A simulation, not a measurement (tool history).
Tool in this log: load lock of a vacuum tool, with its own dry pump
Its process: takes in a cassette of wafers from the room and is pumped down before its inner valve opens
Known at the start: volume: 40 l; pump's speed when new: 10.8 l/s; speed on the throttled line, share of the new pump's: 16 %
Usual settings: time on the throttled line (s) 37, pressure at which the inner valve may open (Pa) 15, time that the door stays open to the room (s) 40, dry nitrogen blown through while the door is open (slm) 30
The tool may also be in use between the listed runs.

run    hour  time on the throttled line (s)  pressure at which the inner valve may open (Pa)  time that the door stays open to the room (s)  dry nitrogen blown through while the door is open (slm)  incoming humidity of the room's air, %  time from the closed door until the inner valve may open (s)  rise of the pressure with all valves shut (Pa/min)
  1     0.0                              37                                               15                                             40                                                       30                                    46.4                                                          66.1                                               0.134
  2    72.0                              37                                               15                                             40                                                       30                                    45.9                                                          67.1                                               0.139
  3   214.3                              37                                               15                                             40                                                       30                                    43.2                                                          66.5                                               0.139
  4   304.4                              37                                               15                                             40                                                       30                                    43.8                                                          66.3                                               0.148
  5   422.3                              37                                               15                                             40                                                       30                                    47.2                                                          66.4                                               0.148
  6   561.3                              21                                               15                                             40                                                       30                                    43.7                                                          53.4                                               0.153
  7   631.3                              21                                               15                                             40                                                       30                                    41.1                                                          53.2                                               0.152
  8   713.0                              21                                               15                                             40                                                       30                                    46.0                                                          53.8                                               0.155
  9   823.4                              21                                               15                                             40                                                       30                                    45.1                                                          53.6                                               0.159
 10   931.3                              37                                               16                                             40                                                       30                                    44.6                                                          66.8                                               0.161
 11  1055.9                              37                                               15                                             40                                                       30                                    45.9                                                          66.4                                               0.171
 12  1150.0                              37                                               15                                             40                                                       25                                    47.7                                                          66.7                                               0.169
 13  1246.4                              37                                               15                                             40                                                       25                                    47.0                                                          66.5                                               0.175
 14  1408.2                              37                                               15                                             40                                                       25                                    47.0                                                          66.5                                               0.183
 15  1505.9                              37                                               15                                             40                                                       25                                    46.0                                                          66.5                                               0.186
 16  1601.6                              37                                               15                                             40                                                       30                                    43.2                                                          67.4                                               0.189
 17  1707.8                              37                                               15                                             40                                                       30                                    43.3                                                          66.6                                               0.188
 18  1826.4                              37                                               15                                             40                                                       30                                    45.9                                                          66.8                                               0.192
 19  1981.3                              37                                               15                                             40                                                       30                                    44.6                                                          66.3                                               0.202
 20  2090.7                              37                                               10                                             50                                                       12                                    47.2                                                          69.4                                               0.219
 21  2200.3                              19                                               10                                             50                                                       33                                    40.3                                                          53.9                                               0.211
 22  2355.2                              19                                               10                                             50                                                       33                                    48.6                                                          54.3                                               0.215
 23  2506.3                              27                                               15                                             40                                                       30                                    45.6                                                          58.1                                               0.214
 24  2671.4                              35                                               23                                             40                                                       17                                    39.4                                                          63.5                                               0.228
 25  2835.6                              35                                               23                                             40                                                       17                                    46.8                                                          63.6                                               0.242
 26  3000.4                              37                                               15                                             40                                                        4                                    40.6                                                          66.8                                               0.246
 27  3154.5                              28                                               15                                             26                                                       30                                    44.7                                                          59.7                                               0.247
 28  3221.4                              24                                               15                                             45                                                       30                                    44.3                                                          57.3                                               0.245
 29  3385.6                              28                                               30                                             55                                                        4                                    47.7                                                          57.9                                               0.278
 30  3524.3                              45                                               30                                             55                                                        4                                    43.0                                                          71.7                                               0.282
 31  3655.6                              34                                               10                                             49                                                       26                                    41.9                                                          66.4                                               0.258
 32  3756.8                              21                                               11                                             40                                                       30                                    43.5                                                          56.5                                               0.268
 33  3869.6                              37                                               15                                             53                                                       30                                    46.5                                                          68.5                                               0.278
 34  3974.2                              37                                               16                                             40                                                       30                                    47.8                                                          68.4                                               0.281
 35  4089.4                              30                                               15                                             90                                                       15                                    46.4                                                          62.9                                               0.311
 36  4211.5                              30                                               15                                             90                                                       15                                    43.0                                                          62.4                                               0.310
 37  4303.0                              30                                               15                                             90                                                       15                                    45.4                                                          62.5                                               0.318

Alternative continuations, all from the tool just after run 37; predict every row:
  A  4469.8                              30                                               15                                             90                                                       22                                    43.8                                                             ?                                                   ?
  B  4469.8                              24                                               13                                            186                                                       30                                    46.3                                                             ?                                                   ?
  C  4469.8                              30                                               15                                             90                                                       12                                    46.4                                                             ?                                                   ?
  D  4469.8                              66                                               15                                            219                                                       15                                    44.1                                                             ?                                                   ?

run  time from the closed door until the inner valve may open (s)  rise of the pressure with all valves shut (Pa/min)
  A                                                          62.0                                               0.321
  B                                                          58.6                                               0.343
  C                                                          62.1                                               0.334
  D                                                          91.7                                               0.371
Take away the tool's hidden state, keep each run's random variation, and the runs would have read:
run  time from the closed door until the inner valve may open (s)  rise of the pressure with all valves shut (Pa/min)
  A                                                          57.5                                               0.043
  B                                                          53.8                                               0.068
  C                                                          57.6                                               0.055
  D                                                          88.1                                               0.093
